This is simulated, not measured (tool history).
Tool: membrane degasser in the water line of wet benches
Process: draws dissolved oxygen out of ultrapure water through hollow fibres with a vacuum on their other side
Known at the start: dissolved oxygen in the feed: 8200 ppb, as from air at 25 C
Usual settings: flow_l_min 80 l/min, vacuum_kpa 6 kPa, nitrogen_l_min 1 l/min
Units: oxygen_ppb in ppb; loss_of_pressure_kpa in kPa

run 1 day=0 | flow_l_min=80 vacuum_kpa=6 nitrogen_l_min=1 | oxygen_ppb=389.3 loss_of_pressure_kpa=51.99
run 2 day=3.65 | flow_l_min=80 vacuum_kpa=6 nitrogen_l_min=1 | oxygen_ppb=393 loss_of_pressure_kpa=51.93
run 3 day=7.267 | flow_l_min=80 vacuum_kpa=6 nitrogen_l_min=1 | oxygen_ppb=398 loss_of_pressure_kpa=51.71
run 4 day=12.404 | flow_l_min=80 vacuum_kpa=6 nitrogen_l_min=1 | oxygen_ppb=401.7 loss_of_pressure_kpa=51.85
run 5 day=20.212 | flow_l_min=80 vacuum_kpa=6 nitrogen_l_min=1 | oxygen_ppb=397 loss_of_pressure_kpa=52.07
run 6 day=25.029 | flow_l_min=80 vacuum_kpa=6 nitrogen_l_min=1 | oxygen_ppb=394.7 loss_of_pressure_kpa=51.7
run 7 day=31.292 | flow_l_min=80 vacuum_kpa=6 nitrogen_l_min=1 | oxygen_ppb=401.3 loss_of_pressure_kpa=52.03
run 8 day=37.921 | flow_l_min=80 vacuum_kpa=6 nitrogen_l_min=1 | oxygen_ppb=401.5 loss_of_pressure_kpa=51.5
run 9 day=43.433 | flow_l_min=80 vacuum_kpa=6 nitrogen_l_min=1 | oxygen_ppb=409 loss_of_pressure_kpa=51.69
run 10 day=46.708 | flow_l_min=80 vacuum_kpa=6 nitrogen_l_min=1 | oxygen_ppb=395 loss_of_pressure_kpa=51.95
run 11 day=50.679 | flow_l_min=80 vacuum_kpa=6 nitrogen_l_min=1 | oxygen_ppb=400.6 loss_of_pressure_kpa=51.94
run 12 day=58.683 | flow_l_min=80 vacuum_kpa=6 nitrogen_l_min=1 | oxygen_ppb=410.6 loss_of_pressure_kpa=52.07
run 13 day=65.296 | flow_l_min=66 vacuum_kpa=6 nitrogen_l_min=1 | oxygen_ppb=353.3 loss_of_pressure_kpa=43.21
run 14 day=70.996 | flow_l_min=66 vacuum_kpa=6 nitrogen_l_min=1 | oxygen_ppb=343.9 loss_of_pressure_kpa=43.22
run 15 day=75.633 | flow_l_min=80 vacuum_kpa=14.59 nitrogen_l_min=1 | oxygen_ppb=1389.2 loss_of_pressure_kpa=52.4
run 16 day=80.675 | flow_l_min=80 vacuum_kpa=6 nitrogen_l_min=1.06 | oxygen_ppb=395.4 loss_of_pressure_kpa=52.37
run 17 day=87.042 | flow_l_min=80 vacuum_kpa=6 nitrogen_l_min=1.06 | oxygen_ppb=394.2 loss_of_pressure_kpa=52.07
run 18 day=94.254 | flow_l_min=80 vacuum_kpa=6 nitrogen_l_min=1.41 | oxygen_ppb=329.1 loss_of_pressure_kpa=52.39
-- day=94.858 vacuum gauge calibrated
run 19 day=97.771 | flow_l_min=80 vacuum_kpa=12.1 nitrogen_l_min=0.63 | oxygen_ppb=1456.2 loss_of_pressure_kpa=52.44
run 20 day=101.242 | flow_l_min=51 vacuum_kpa=5.15 nitrogen_l_min=1.57 | oxygen_ppb=149 loss_of_pressure_kpa=33.31
run 21 day=106.088 | flow_l_min=51 vacuum_kpa=5.15 nitrogen_l_min=1.57 | oxygen_ppb=151.3 loss_of_pressure_kpa=33.13
run 22 day=111.629 | flow_l_min=52 vacuum_kpa=10.35 nitrogen_l_min=2.39 | oxygen_ppb=349.1 loss_of_pressure_kpa=34
run 23 day=117.425 | flow_l_min=93 vacuum_kpa=6.26 nitrogen_l_min=1.56 | oxygen_ppb=400.6 loss_of_pressure_kpa=61.47
run 24 day=124.775 | flow_l_min=80 vacuum_kpa=11.5 nitrogen_l_min=1 | oxygen_ppb=1067.9 loss_of_pressure_kpa=52.62
-- day=126.067 vacuum gauge calibrated, once more
run 25 day=129.079 | flow_l_min=92 vacuum_kpa=11.95 nitrogen_l_min=0.82 | oxygen_ppb=1318 loss_of_pressure_kpa=60.57
run 26 day=134.508 | flow_l_min=64 vacuum_kpa=11.62 nitrogen_l_min=1 | oxygen_ppb=893.7 loss_of_pressure_kpa=42.03

The next listed run, before its measurement:
run 27 day=141.996 | flow_l_min=80 vacuum_kpa=11.38 nitrogen_l_min=0.58 | oxygen_ppb=? loss_of_pressure_kpa=?

{"run 27": {"oxygen_ppb": 1414.7, "loss_of_pressure_kpa": 52.21}}
Without the tool's hidden state the same run would have given oxygen_ppb 1407.6 ppb, loss_of_pressure_kpa 49.93 kPa.
